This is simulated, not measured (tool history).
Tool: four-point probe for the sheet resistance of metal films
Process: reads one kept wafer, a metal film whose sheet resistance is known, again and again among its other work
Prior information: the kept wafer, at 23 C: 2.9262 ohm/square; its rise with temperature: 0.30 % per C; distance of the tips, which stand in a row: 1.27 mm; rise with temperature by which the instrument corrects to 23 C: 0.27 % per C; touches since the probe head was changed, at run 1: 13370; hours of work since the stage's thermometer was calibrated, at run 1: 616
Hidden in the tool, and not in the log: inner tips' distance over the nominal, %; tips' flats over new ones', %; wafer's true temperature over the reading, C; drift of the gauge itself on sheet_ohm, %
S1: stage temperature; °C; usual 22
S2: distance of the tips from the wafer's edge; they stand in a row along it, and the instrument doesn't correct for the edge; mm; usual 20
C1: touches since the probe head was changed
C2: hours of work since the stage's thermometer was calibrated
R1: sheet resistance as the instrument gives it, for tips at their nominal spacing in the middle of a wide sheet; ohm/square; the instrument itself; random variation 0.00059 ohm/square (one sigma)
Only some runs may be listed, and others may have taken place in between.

run 1 hour=0 | S1=22 S2=20 | C1=13370 C2=616 | R1=2.932697
run 2 hour=57.2 | S1=22 S2=20 | C1=15225 C2=639 | R1=2.933821
run 3 hour=90.6 | S1=22 S2=20 | C1=16308 C2=652 | R1=2.932107
run 4 hour=129.2 | S1=18 S2=20 | C1=17560 C2=668 | R1=2.928145
run 5 hour=190.8 | S1=22 S2=20 | C1=19555 C2=693 | R1=2.932105
run 6 hour=233.2 | S1=22 S2=20 | C1=20932 C2=710 | R1=2.932063
run 7 hour=268.4 | S1=22 S2=20 | C1=22073 C2=724 | R1=2.931306
run 8 hour=303.9 | S1=22 S2=20 | C1=23222 C2=738 | R1=2.931533
run 9 hour=372.1 | S1=26 S2=20 | C1=25434 C2=766 | R1=2.934175
run 10 hour=419.4 | S1=33 S2=20 | C1=26966 C2=785 | R1=2.939121
run 11 hour=462.2 | S1=33 S2=20 | C1=28354 C2=802 | R1=2.940683
-- hour=466.8 stage's thermometer calibrated
run 12 hour=495.6 | S1=33 S2=20 | C1=29421 C2=12 | R1=2.939055
run 13 hour=555.1 | S1=33 S2=20 | C1=31350 C2=36 | R1=2.937566
run 14 hour=596.9 | S1=33 S2=16 | C1=32706 C2=53 | R1=2.940836
run 15 hour=652.6 | S1=33 S2=67 | C1=34512 C2=75 | R1=2.931871
run 16 hour=705.1 | S1=25 S2=6 | C1=36215 C2=96 | R1=2.993573
run 17 hour=752.7 | S1=25 S2=6 | C1=37758 C2=115 | R1=2.992978
run 18 hour=793.8 | S1=22 S2=9 | C1=39089 C2=132 | R1=2.952384
-- hour=817.1 stage's thermometer calibrated, once more
run 19 hour=853.9 | S1=27 S2=71 | C1=41021 C2=15 | R1=2.926967
run 20 hour=897.1 | S1=21 S2=31 | C1=42422 C2=32 | R1=2.923753
run 21 hour=963.5 | S1=22 S2=55 | C1=44576 C2=59 | R1=2.923061
run 22 hour=1035.5 | S1=22 S2=35 | C1=46909 C2=88 | R1=2.923697
run 23 hour=1092.8 | S1=27 S2=5 | C1=48767 C2=111 | R1=3.024471
run 24 hour=1166.6 | S1=22 S2=8 | C1=51161 C2=141 | R1=2.959512
run 25 hour=1218.4 | S1=23 S2=33 | C1=52838 C2=162 | R1=2.924058
run 26 hour=1287.7 | S1=30 S2=22 | C1=55088 C2=190 | R1=2.932708
run 27 hour=1352.6 | S1=30 S2=22 | C1=57189 C2=216 | R1=2.932476
run 28 hour=1408.3 | S1=22 S2=19 | C1=58998 C2=239 | R1=2.927424
run 29 hour=1442.2 | S1=22 S2=19 | C1=60096 C2=252 | R1=2.927466

Each row is a separate what-if for the run after 29, all from the same tool condition, not one after another. Results?
run A hour=1522.1 | S1=24 S2=19 | C1=62686 C2=285 | R1=?
run B hour=1522.1 | S1=32 S2=19 | C1=62686 C2=285 | R1=?
run C hour=1522.1 | S1=27 S2=7 | C1=62686 C2=285 | R1=?

run=A R1=2.927665
run=B R1=2.933952
run=C R1=2.974781
Without the tool's hidden state the same runs would have given:
run=A R1=2.933671
run=B R1=2.939975
run=C R1=2.980878
